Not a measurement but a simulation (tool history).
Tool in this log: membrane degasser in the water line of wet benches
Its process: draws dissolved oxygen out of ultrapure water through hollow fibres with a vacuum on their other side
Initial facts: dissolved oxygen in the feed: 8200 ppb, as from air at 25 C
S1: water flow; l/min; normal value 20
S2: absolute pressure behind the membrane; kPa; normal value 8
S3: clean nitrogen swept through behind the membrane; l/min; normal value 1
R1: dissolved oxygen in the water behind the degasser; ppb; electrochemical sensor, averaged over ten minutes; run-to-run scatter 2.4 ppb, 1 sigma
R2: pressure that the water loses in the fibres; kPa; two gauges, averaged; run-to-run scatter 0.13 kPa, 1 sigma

run,hour,S1,S2,S3,R1,R2
1,0,20,8,1,242.6,27.14
2,161.6,20,8,1,240.3,27.16
3,430.5,20,8,1,243.3,27.27
4,641.1,20,8,1,243.2,27.08
5,815.6,20,8,1,243.5,27.19
6,976.9,20,8,1,244.6,27.17
7,1166,20,8,1,239.4,27.08
8,1365.6,20,8,1,242.7,26.98
9,1587.8,20,8,0.42,451.2,27.02
10,1819.3,27,8,1,336.1,36.59
11,1971.2,27,8,1,332.7,36.65
12,2126.5,20,8,1,242.3,27.05
13,2377.8,20,8,1,244.6,27.34
14,2513.7,20,18.01,1,655.8,27.25
15,2652.1,20,18.01,1,640.2,27.25
16,2937.7,20,18.01,1,641.9,27.13
17,3193,20,18.01,1,657,27.13
18,3394.9,14,8,1,168.1,19.06
19,3635.4,19,15.31,0.59,771.7,25.83
20,3814,16,12.2,1,339.5,21.73
21,4001.6,16,19,1,566.3,21.66
22,4301.1,13,19,0.97,480,17.7
23,4484.1,13,7.46,0.97,144.1,17.67
24,4698.7,12,5.46,2.43,37.1,16.2
25,4939.6,19,5.46,2.43,73.7,25.71
26,5206.9,20,8,0.92,256.2,27.03
27,5435.1,20,19.16,1,698.4,26.96
28,5660.2,20,15.28,1.14,490.5,27.23
29,5797.4,20,5.46,0.52,209.4,27.33
30,5935.7,20,5.46,0.52,206,26.83
31,6125.3,20,8.46,0.52,420.5,27.12
32,6326.9,24,10.67,0.47,728.7,32.73

4 options for the next run, each taken on its own from the tool as it stands now. Forecast them:
A,6626.7,24,6.27,0.47,?,?
B,6626.7,24,17.03,0.47,?,?
C,6626.7,14,17.33,1,?,?
D,6626.7,26,8,1,?,?

run,R1,R2
A,343,32.47
B,1232.5,32.54
C,456.5,19.1
D,316.1,35.14
Take away the tool's hidden state, keep each run's random variation, and the runs would have read:
run,R1,R2
A,340.9,32.4
B,1230.8,32.47
C,454.9,19.06
D,314.4,35.07
